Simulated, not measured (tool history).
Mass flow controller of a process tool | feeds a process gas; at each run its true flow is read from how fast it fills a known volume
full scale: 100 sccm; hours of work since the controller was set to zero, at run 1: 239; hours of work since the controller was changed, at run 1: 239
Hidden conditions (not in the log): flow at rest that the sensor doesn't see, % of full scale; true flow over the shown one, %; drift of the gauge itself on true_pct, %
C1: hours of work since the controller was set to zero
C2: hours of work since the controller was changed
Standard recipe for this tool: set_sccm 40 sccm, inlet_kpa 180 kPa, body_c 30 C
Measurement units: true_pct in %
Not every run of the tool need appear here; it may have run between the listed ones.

{"run": 1, "hour": 0.0, "set_sccm": 40, "inlet_kpa": 180, "body_c": 30, "C1": 239, "C2": 239, "true_pct": 98.9}
{"run": 2, "hour": 437.6, "set_sccm": 40, "inlet_kpa": 180, "body_c": 30, "C1": 478, "C2": 478, "true_pct": 98.76}
{"run": 3, "hour": 904.4, "set_sccm": 40, "inlet_kpa": 180, "body_c": 30, "C1": 732, "C2": 732, "true_pct": 98.74}
{"run": 4, "hour": 1446.3, "set_sccm": 40, "inlet_kpa": 180, "body_c": 30, "C1": 1027, "C2": 1027, "true_pct": 98.53}
{"run": 5, "hour": 1776.2, "set_sccm": 40, "inlet_kpa": 180, "body_c": 30, "C1": 1207, "C2": 1207, "true_pct": 98.29}
{"run": 6, "hour": 2358.0, "set_sccm": 40, "inlet_kpa": 180, "body_c": 30, "C1": 1524, "C2": 1524, "true_pct": 98.3}
{"run": 7, "hour": 2594.0, "set_sccm": 40, "inlet_kpa": 180, "body_c": 30, "C1": 1653, "C2": 1653, "true_pct": 98.14}
{"run": 8, "hour": 3091.6, "set_sccm": 40, "inlet_kpa": 180, "body_c": 30, "C1": 1924, "C2": 1924, "true_pct": 97.98}
{"run": 9, "hour": 3368.0, "set_sccm": 40, "inlet_kpa": 180, "body_c": 25, "C1": 2074, "C2": 2074, "true_pct": 97.75}
{"run": 10, "hour": 3807.7, "set_sccm": 40, "inlet_kpa": 180, "body_c": 30, "C1": 2314, "C2": 2314, "true_pct": 97.63}
{"run": 11, "hour": 4236.5, "set_sccm": 40, "inlet_kpa": 180, "body_c": 30, "C1": 2547, "C2": 2547, "true_pct": 97.75}
{"run": 12, "hour": 4644.2, "set_sccm": 24, "inlet_kpa": 180, "body_c": 30, "C1": 2769, "C2": 2769, "true_pct": 97.02}
{"run": 13, "hour": 5010.6, "set_sccm": 25, "inlet_kpa": 180, "body_c": 27, "C1": 2969, "C2": 2969, "true_pct": 96.96}
{"hour": 5314.6, "done": "gauge calibrated"}
{"run": 14, "hour": 5368.1, "set_sccm": 40, "inlet_kpa": 227, "body_c": 26, "C1": 3164, "C2": 3164, "true_pct": 98.58}
{"run": 15, "hour": 5696.5, "set_sccm": 40, "inlet_kpa": 227, "body_c": 26, "C1": 3343, "C2": 3343, "true_pct": 98.51}
{"run": 16, "hour": 6241.7, "set_sccm": 40, "inlet_kpa": 227, "body_c": 26, "C1": 3640, "C2": 3640, "true_pct": 98.34}
{"run": 17, "hour": 6737.9, "set_sccm": 57, "inlet_kpa": 173, "body_c": 32, "C1": 3910, "C2": 3910, "true_pct": 99.01}
{"run": 18, "hour": 6977.4, "set_sccm": 51, "inlet_kpa": 141, "body_c": 23, "C1": 4040, "C2": 4040, "true_pct": 98.78}
{"run": 19, "hour": 7410.0, "set_sccm": 51, "inlet_kpa": 141, "body_c": 23, "C1": 4276, "C2": 4276, "true_pct": 98.52}
{"run": 20, "hour": 7870.9, "set_sccm": 45, "inlet_kpa": 255, "body_c": 30, "C1": 4527, "C2": 4527, "true_pct": 97.9}

Branching from run 20: 5 alternative next runs. What would each branch give?
{"run": "A", "hour": 8161.5, "set_sccm": 36, "inlet_kpa": 180, "body_c": 30, "C1": 4685, "C2": 4685, "true_pct": "?"}
{"run": "B", "hour": 8161.5, "set_sccm": 17, "inlet_kpa": 200, "body_c": 36, "C1": 4685, "C2": 4685, "true_pct": "?"}
{"run": "C", "hour": 8161.5, "set_sccm": 45, "inlet_kpa": 233, "body_c": 30, "C1": 4685, "C2": 4685, "true_pct": "?"}
{"run": "D", "hour": 8161.5, "set_sccm": 14, "inlet_kpa": 145, "body_c": 24, "C1": 4685, "C2": 4685, "true_pct": "?"}
{"run": "E", "hour": 8161.5, "set_sccm": 19, "inlet_kpa": 249, "body_c": 31, "C1": 4685, "C2": 4685, "true_pct": "?"}

run=A true_pct=97.92
run=B true_pct=97.62
run=C true_pct=97.91
run=D true_pct=97.58
run=E true_pct=97.25
With no hidden state in the tool, these same runs would have given:
run=A true_pct=98.80
run=B true_pct=98.48
run=C true_pct=98.79
run=D true_pct=98.42
run=E true_pct=98.11
